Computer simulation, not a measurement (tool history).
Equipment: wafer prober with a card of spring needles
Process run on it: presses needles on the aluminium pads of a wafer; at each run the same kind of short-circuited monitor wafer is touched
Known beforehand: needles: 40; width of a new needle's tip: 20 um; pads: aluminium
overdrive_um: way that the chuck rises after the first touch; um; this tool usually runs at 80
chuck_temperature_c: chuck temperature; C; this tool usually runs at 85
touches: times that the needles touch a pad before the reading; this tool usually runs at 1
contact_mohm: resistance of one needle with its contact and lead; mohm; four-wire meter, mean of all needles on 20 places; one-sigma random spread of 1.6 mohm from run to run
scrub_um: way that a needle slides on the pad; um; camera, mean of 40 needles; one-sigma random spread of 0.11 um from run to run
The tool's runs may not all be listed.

run     day  overdrive_um  chuck_temperature_c  touches  contact_mohm  scrub_um
  1       0            80                   85        1           155     15.11
      0.238  -- tips cleaned on abrasive film
  2     0.4            80                   85        3           151     14.87
      0.683  -- tips cleaned on abrasive film
      0.925  -- height of the first contact set anew
  3   1.025            80                   85        3           155     15.61
      1.188  -- tips cleaned on abrasive film
      1.625  -- tips cleaned on abrasive film
  4   1.733            80                   85        3           152     15.46
      2.067  -- tips cleaned on abrasive film
  5   2.362            92                   85        3           151      17.8
      2.533  -- tips cleaned on abrasive film
      2.988  -- tips cleaned on abrasive film
  6   2.988            92                   85        3           149     17.86
      3.442  -- tips cleaned on abrasive film
  7   3.442            80                   85        1           152     15.53
      3.896  -- tips cleaned on abrasive film
  8   3.896            76                   85        1           151     14.57
      4.367  -- tips cleaned on abrasive film
  9   4.633            76                   85        1           160     14.84
      4.829  -- tips cleaned on abrasive film
      5.321  -- tips cleaned on abrasive film
 10   5.329            80                   87        1           151     15.67
      5.779  -- tips cleaned on abrasive film
 11   6.033            80                   85        1           157     15.31
      6.262  -- tips cleaned on abrasive film
 12   6.388            80                   85        1           155     15.29
      6.738  -- tips cleaned on abrasive film
 13   6.796            80                   85        1           154     15.39
      7.204  -- tips cleaned on abrasive film
 14    7.55            80                   85        1           159     15.52
      7.658  -- tips cleaned on abrasive film
      8.108  -- tips cleaned on abrasive film
 15   8.338            80                   85        1           158      15.3
        8.6  -- tips cleaned on abrasive film
 16   8.938            80                   85        3           157     15.31
      9.071  -- tips cleaned on abrasive film
 17   9.308            73                   38        1           151     13.98
       9.55  -- tips cleaned on abrasive film
 18   9.942            70                   67        2           153     13.28
      9.992  -- tips cleaned on abrasive film
     10.438  -- tips cleaned on abrasive film
 19  10.542            70                   67        2           156     13.15
     10.938  -- tips cleaned on abrasive film
 20  11.129            80                   59        3           150     15.18
     11.396  -- tips cleaned on abrasive film
     11.879  -- tips cleaned on abrasive film
 21  11.904            88                   58        3           147     16.75
     12.329  -- tips cleaned on abrasive film
 22  12.438            67                   72        1           162     12.63
       12.8  -- tips cleaned on abrasive film
 23  13.167            85                   72        3           153     15.95
     13.288  -- tips cleaned on abrasive film
 24    13.7            75                  112        3           162     14.08
     13.746  -- tips cleaned on abrasive film
     14.208  -- tips cleaned on abrasive film
 25  14.429            75                  112        3           163     14.02
     14.654  -- tips cleaned on abrasive film
 26  14.908            75                  112        3           161     14.02
     15.125  -- tips cleaned on abrasive film
     15.583  -- tips cleaned on abrasive film
 27  15.583            71                   64        3           156     13.06
 28  15.908            71                   64        3           155     13.14
     16.038  -- tips cleaned on abrasive film
 29  16.267            64                   64        1           163     11.85
     16.529  -- tips cleaned on abrasive film
 30   16.75            80                   65        2           152     14.86
     17.012  -- tips cleaned on abrasive film
     17.083  -- height of the first contact set anew
 31  17.238            80                   65        2           154     15.77

Branching from run 31: 4 alternative next runs. What would each branch give?
     17.508  -- tips cleaned on abrasive film
  A  17.683            80                   85        2             ?         ?
     17.508  -- tips cleaned on abrasive film
  B  17.683            68                   57        2             ?         ?
     17.508  -- tips cleaned on abrasive film
  C  17.683            63                   65        1             ?         ?
     17.508  -- tips cleaned on abrasive film
  D  17.683            80                   65        1             ?         ?

run  contact_mohm  scrub_um
  A           150     15.49
  B           153     13.37
  C           160     12.27
  D           154     15.63
The same runs, with their run-to-run variation unchanged, on a tool lacking any hidden condition would have given:
run  contact_mohm  scrub_um
  A           145     15.52
  B           147      13.4
  C           149      12.3
  D           147     15.66
